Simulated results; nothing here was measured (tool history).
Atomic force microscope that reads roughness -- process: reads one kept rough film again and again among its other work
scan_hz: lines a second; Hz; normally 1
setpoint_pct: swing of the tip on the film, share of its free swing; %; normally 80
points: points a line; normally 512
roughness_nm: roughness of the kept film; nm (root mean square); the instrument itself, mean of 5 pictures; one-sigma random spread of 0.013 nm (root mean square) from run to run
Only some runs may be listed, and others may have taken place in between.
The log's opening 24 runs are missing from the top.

run,hour,scan_hz,setpoint_pct,points,roughness_nm
25,996.6,2.88,67,359,2.524
# hour 1030.6: new tip fitted
26,1038.6,0.76,73,429,3.173
27,1072.8,0.76,73,429,3.058
28,1103.6,3.03,80,585,2.526
29,1163,3.03,80,585,2.37
# hour 1218.7: new tip fitted
30,1227.9,0.95,67,511,3.193
31,1256,0.85,84,260,2.943
32,1310.6,1.34,55,427,2.934
33,1342.1,1.34,55,427,2.809
# hour 1405.9: new tip fitted
34,1405.9,0.58,71,846,3.294
35,1435.1,3.74,70,561,2.821
36,1478.7,1.98,80,781,2.707
37,1507.9,0.64,86,362,2.78
38,1570.6,0.67,80,605,2.64

Alternative continuations, all from the tool just after run 38; predict every row:
# hour 1593.5: new tip fitted
A,1600,0.67,58,398,?
# hour 1593.5: new tip fitted
B,1600,2.55,70,715,?
# hour 1593.5: new tip fitted
C,1600,1.19,59,647,?
# hour 1593.5: new tip fitted
D,1600,0.81,59,258,?
# hour 1593.5: new tip fitted
E,1600,2.15,80,440,?

run,roughness_nm
A,3.29
B,3.016
C,3.261
D,3.259
E,2.899
With no hidden state in the tool, these same runs would have given:
run,roughness_nm
A,3.3
B,3.026
C,3.271
D,3.27
E,2.908

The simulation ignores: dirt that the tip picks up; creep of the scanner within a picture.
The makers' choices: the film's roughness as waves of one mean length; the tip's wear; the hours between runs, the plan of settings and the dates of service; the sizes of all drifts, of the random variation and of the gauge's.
